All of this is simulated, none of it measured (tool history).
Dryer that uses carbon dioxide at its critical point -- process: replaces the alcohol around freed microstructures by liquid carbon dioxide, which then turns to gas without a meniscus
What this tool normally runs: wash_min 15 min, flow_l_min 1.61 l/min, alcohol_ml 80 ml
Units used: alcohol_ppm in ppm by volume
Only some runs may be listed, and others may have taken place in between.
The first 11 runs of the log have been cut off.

run	hour	wash_min	flow_l_min	alcohol_ml	alcohol_ppm
12	111.6	15	1.61	52	107
13	121.2	15	1.61	52	111
14	135.3	15	1.61	52	111
15	150.8	15	1.61	52	122
16	165.6	15	1.61	52	125
17	183.5	15	1.61	80	148
18	192.6	15	1.61	80	155
19	207.3	20	2.49	62	79
20	216.9	14	1.61	112	239
21	229.9	24	1.61	80	88
22	239.0	15	1.61	62	144
23	253.2	15	1.61	62	145
24	266.6	15	1.61	62	160
25	277.2	15	1.61	62	152
26	292.9	15	1.61	62	154
27	304.3	15	1.61	82	185
28	317.4	15	1.61	82	173

Predict the results of run 29:
29	335.2	15	2.16	24	?

alcohol_ppm: 115 ppm by volume
Had the tool carried no hidden state, the very same run would have given alcohol_ppm 15 ppm by volume.
